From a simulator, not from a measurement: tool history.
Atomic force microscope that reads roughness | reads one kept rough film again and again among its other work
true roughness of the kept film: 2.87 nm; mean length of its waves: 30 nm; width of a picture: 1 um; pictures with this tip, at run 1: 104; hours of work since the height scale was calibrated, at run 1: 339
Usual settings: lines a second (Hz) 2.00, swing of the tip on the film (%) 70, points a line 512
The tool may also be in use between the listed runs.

run,hour,lines a second (Hz),swing of the tip on the film (%),points a line,pictures with this tip,hours of work since the height scale was calibrated,roughness of the kept film (nm (root mean square))
1,0.0,2.00,70,512,104,339,2.527
2,15.9,3.86,70,512,129,346,2.404
3,28.0,3.86,70,512,149,352,2.387
4,44.1,3.86,70,512,175,360,2.378
5,58.5,2.00,70,512,198,366,2.479
6,68.5,2.00,70,512,214,371,2.468
7,82.5,2.00,70,715,237,378,2.457
8,101.5,2.00,83,715,268,387,2.328
9,120.2,2.00,83,715,298,396,2.320
10,130.2,2.00,83,715,314,400,2.311
# hour 132.5: height scale calibrated on a step standard
11,149.4,2.00,83,715,343,8,2.317
# hour 162.9: new tip fitted
12,166.1,2.00,70,512,5,16,2.577
13,181.8,2.00,70,512,30,23,2.547
14,197.6,2.00,70,712,55,31,2.552
# hour 204.3: height scale calibrated on a step standard, once more
15,215.5,3.33,70,512,83,5,2.445
16,226.2,0.88,67,512,100,10,2.584
17,237.5,0.88,67,512,118,16,2.576
18,253.6,2.00,56,730,144,23,2.560
19,272.1,2.00,56,730,174,32,2.538
20,283.0,2.00,70,573,192,37,2.467
21,291.7,2.00,70,573,206,41,2.457
22,301.2,1.36,65,512,221,46,2.497
23,317.2,0.63,70,595,247,54,2.524
24,328.7,0.63,70,595,266,59,2.507
25,338.0,2.00,71,512,281,63,2.416
26,352.3,2.00,79,259,304,70,2.311
27,366.6,0.72,72,512,327,77,2.471
28,381.5,0.74,76,512,351,84,2.442
# hour 390.5: new tip fitted
29,391.8,0.59,65,512,2,89,2.646

Forecast each of these 5 alternatives for the next run:
A,402.0,0.60,70,320,18,94,?
B,402.0,0.59,65,699,18,94,?
C,402.0,3.37,65,512,18,94,?
D,402.0,1.98,77,869,18,94,?
E,402.0,2.97,67,512,18,94,?

run,roughness of the kept film (nm (root mean square))
A,2.600
B,2.658
C,2.513
D,2.505
E,2.508
Without the tool's hidden state the same runs would have given:
run,roughness of the kept film (nm (root mean square))
A,2.620
B,2.678
C,2.532
D,2.524
E,2.527
